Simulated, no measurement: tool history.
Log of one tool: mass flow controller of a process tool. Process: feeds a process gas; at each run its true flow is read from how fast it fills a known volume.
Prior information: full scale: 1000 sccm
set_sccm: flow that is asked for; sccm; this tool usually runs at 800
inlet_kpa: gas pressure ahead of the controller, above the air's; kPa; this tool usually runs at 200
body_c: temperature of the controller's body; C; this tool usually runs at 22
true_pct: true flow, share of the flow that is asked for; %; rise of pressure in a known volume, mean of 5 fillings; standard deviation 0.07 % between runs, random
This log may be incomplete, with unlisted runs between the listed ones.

Run 1, hour 0: usual settings. Result: true_pct 99.42 %.
Run 2, hour 337.5: usual settings but body_c 27 C. Result: true_pct 99.73 %.
Run 3, hour 559.8: usual settings but body_c 30 C. Result: true_pct 99.68 %.
Run 4, hour 742.7: usual settings but body_c 30 C. Result: true_pct 99.59 %.
Run 5, hour 1043: usual settings but body_c 30 C. Result: true_pct 99.73 %.
Run 6, hour 1280: usual settings but body_c 26 C. Result: true_pct 99.55 %.
Run 7, hour 1595.4: usual settings but body_c 23 C. Result: true_pct 99.33 %.
Run 8, hour 1752.9: usual settings but body_c 23 C. Result: true_pct 99.17 %.
Run 9, hour 2096.2: usual settings but inlet_kpa 155 kPa, body_c 21 C. Result: true_pct 99.38 %.
Run 10, hour 2347.3: usual settings but set_sccm 135 sccm, inlet_kpa 206 kPa, body_c 32 C. Result: true_pct 95.05 %.
Run 11, hour 2537.2: usual settings but set_sccm 135 sccm, inlet_kpa 206 kPa, body_c 32 C. Result: true_pct 94.86 %.

Predict the results of run 12:
Run 12, hour 2744.7: usual settings but set_sccm 279 sccm, inlet_kpa 145 kPa, body_c 23 C. Result: true_pct ?.

{"run 12": {"true_pct": 96.72}}
Minus the tool's unlogged condition, the same run would have read true_pct 98.05 %.
